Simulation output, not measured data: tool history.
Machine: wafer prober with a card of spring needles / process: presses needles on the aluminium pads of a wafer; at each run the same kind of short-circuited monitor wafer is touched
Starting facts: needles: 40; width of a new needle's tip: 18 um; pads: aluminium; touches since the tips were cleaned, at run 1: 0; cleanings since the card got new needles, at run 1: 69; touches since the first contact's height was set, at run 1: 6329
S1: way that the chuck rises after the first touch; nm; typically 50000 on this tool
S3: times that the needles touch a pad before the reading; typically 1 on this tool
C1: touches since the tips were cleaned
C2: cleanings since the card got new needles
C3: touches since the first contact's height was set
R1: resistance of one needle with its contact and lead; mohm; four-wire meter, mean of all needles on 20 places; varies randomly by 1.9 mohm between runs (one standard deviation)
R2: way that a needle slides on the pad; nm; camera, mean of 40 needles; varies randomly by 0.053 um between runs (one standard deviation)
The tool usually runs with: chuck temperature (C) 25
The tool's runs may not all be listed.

run 1 hour=0 | S1=50000 chuck_temperature_(C)=25 S3=1 | C1=0 C2=69 C3=6329 | R1=228 R2=8230
-- hour=19.1 tips cleaned on abrasive film
-- hour=37.1 tips cleaned on abrasive film
-- hour=55.1 tips cleaned on abrasive film
run 2 hour=58.1 | S1=50000 chuck_temperature_(C)=25 S3=1 | C1=1509 C2=72 C3=35177 | R1=313 R2=8260
-- hour=72.3 tips cleaned on abrasive film
-- hour=91.3 tips cleaned on abrasive film
run 3 hour=102.6 | S1=50000 chuck_temperature_(C)=25 S3=1 | C1=5625 C2=74 C3=57298 | R1=442 R2=8100
-- hour=110 tips cleaned on abrasive film
-- hour=128.4 tips cleaned on abrasive film
-- hour=144.9 tips cleaned on abrasive film
-- hour=163 tips cleaned on abrasive film
run 4 hour=168.9 | S1=50000 chuck_temperature_(C)=25 S3=1 | C1=2920 C2=78 C3=90193 | R1=389 R2=8150
-- hour=179.4 tips cleaned on abrasive film
-- hour=197.2 tips cleaned on abrasive film
run 5 hour=197.2 | S1=50000 chuck_temperature_(C)=121 S3=1 | C1=0 C2=80 C3=104235 | R1=239 R2=8110
-- hour=215 tips cleaned on abrasive film
-- hour=233.7 tips cleaned on abrasive film
run 6 hour=237.7 | S1=50000 chuck_temperature_(C)=56 S3=1 | C1=1968 C2=82 C3=124344 | R1=345 R2=8110
-- hour=252 tips cleaned on abrasive film
-- hour=267.3 tips cleaned on abrasive film
-- hour=284.6 tips cleaned on abrasive film
run 7 hour=284.6 | S1=50000 chuck_temperature_(C)=31 S3=1 | C1=0 C2=85 C3=147650 | R1=222 R2=8040
-- hour=302.5 tips cleaned on abrasive film
-- hour=320.5 tips cleaned on abrasive film
run 8 hour=321.5 | S1=68000 chuck_temperature_(C)=25 S3=1 | C1=525 C2=87 C3=165968 | R1=236 R2=10890
-- hour=336.2 tips cleaned on abrasive film
-- hour=354.5 tips cleaned on abrasive film
run 9 hour=368 | S1=68000 chuck_temperature_(C)=25 S3=1 | C1=6741 C2=89 C3=189061 | R1=358 R2=10910
-- hour=371.9 tips cleaned on abrasive film
-- hour=383.6 height of the first contact set anew
-- hour=391.3 tips cleaned on abrasive film
run 10 hour=406.2 | S1=68000 chuck_temperature_(C)=25 S3=1 | C1=7462 C2=91 C3=11257 | R1=360 R2=11210
-- hour=409.9 tips cleaned on abrasive film
-- hour=420.6 tips cleaned on abrasive film, once more
-- hour=439.5 tips cleaned on abrasive film
-- hour=454.8 tips cleaned on abrasive film
-- hour=470.2 tips cleaned on abrasive film
run 11 hour=470.2 | S1=68000 chuck_temperature_(C)=25 S3=1 | C1=0 C2=96 C3=42920 | R1=217 R2=11080
-- hour=485.5 tips cleaned on abrasive film
-- hour=502.7 tips cleaned on abrasive film
run 12 hour=516.3 | S1=34000 chuck_temperature_(C)=25 S3=1 | C1=6784 C2=98 C3=65853 | R1=815 R2=5380
-- hour=519.1 tips cleaned on abrasive film
-- hour=537.9 tips cleaned on abrasive film
-- hour=556.4 tips cleaned on abrasive film
-- hour=572.4 tips cleaned on abrasive film
run 13 hour=572.4 | S1=34000 chuck_temperature_(C)=25 S3=1 | C1=0 C2=102 C3=93648 | R1=289 R2=5350

Estimate the outcome of run 14 from the log above:
-- hour=590.8 tips cleaned on abrasive film
-- hour=606.1 tips cleaned on abrasive film
run 14 hour=610.5 | S1=50000 chuck_temperature_(C)=25 S3=1 | C1=2187 C2=104 C3=112596 | R1=? R2=?

{"run 14": {"R1": 388, "R2": 8080}}
With the hidden condition absent and the run-to-run variation left alone, this run would have shown R1 198 mohm, R2 8290 nm.
